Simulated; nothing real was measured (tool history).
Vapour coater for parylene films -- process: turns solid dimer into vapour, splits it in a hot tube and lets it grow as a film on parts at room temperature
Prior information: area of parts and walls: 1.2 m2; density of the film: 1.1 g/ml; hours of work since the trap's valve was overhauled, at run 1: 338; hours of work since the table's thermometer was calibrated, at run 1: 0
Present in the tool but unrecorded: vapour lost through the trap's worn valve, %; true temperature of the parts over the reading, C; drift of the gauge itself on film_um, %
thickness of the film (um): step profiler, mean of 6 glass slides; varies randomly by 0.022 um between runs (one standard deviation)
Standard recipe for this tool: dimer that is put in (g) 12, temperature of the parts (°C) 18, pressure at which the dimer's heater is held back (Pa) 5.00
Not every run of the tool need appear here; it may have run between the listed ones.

run,hour,dimer that is put in (g),temperature of the parts (°C),pressure at which the dimer's heater is held back (Pa),hours of work since the trap's valve was overhauled,hours of work since the table's thermometer was calibrated,thickness of the film (um)
1,0.0,12,18,5.00,338,0,3.93
2,57.3,7,18,5.00,377,39,2.27
3,114.7,7,18,5.00,416,78,2.28
4,181.4,12,18,5.00,462,124,3.84
5,219.6,12,18,2.46,488,150,4.39
# hour 261.9: trap's valve overhauled
6,289.3,12,18,2.46,19,195,4.80
7,348.7,12,18,2.46,59,235,4.77
8,402.6,12,18,2.46,96,272,4.76
9,477.0,12,18,4.47,147,323,4.20
10,510.7,12,18,4.47,170,346,4.19
11,578.1,9,17,4.47,216,391,3.15
12,637.2,9,17,4.47,256,432,3.16
13,707.7,15,29,7.04,304,480,3.85
14,746.4,15,15,5.16,330,506,5.17
15,820.5,5,24,2.15,381,557,1.72
16,876.2,6,18,5.00,419,595,1.95
17,946.2,6,18,5.00,467,642,1.94
# hour 1014.7: trap's valve overhauled
18,1019.4,17,28,2.82,3,690,5.65
19,1082.5,17,28,2.82,46,733,5.52

Per-run results on a tool with no hidden state, each run keeping its own random variation:
run,thickness of the film (um)
1,4.20
2,2.44
3,2.47
4,4.19
5,4.81
6,4.81
7,4.81
8,4.83
9,4.31
10,4.32
11,3.28
12,3.31
13,4.06
14,5.49
15,1.85
16,2.11
17,2.11
18,5.59
19,5.50

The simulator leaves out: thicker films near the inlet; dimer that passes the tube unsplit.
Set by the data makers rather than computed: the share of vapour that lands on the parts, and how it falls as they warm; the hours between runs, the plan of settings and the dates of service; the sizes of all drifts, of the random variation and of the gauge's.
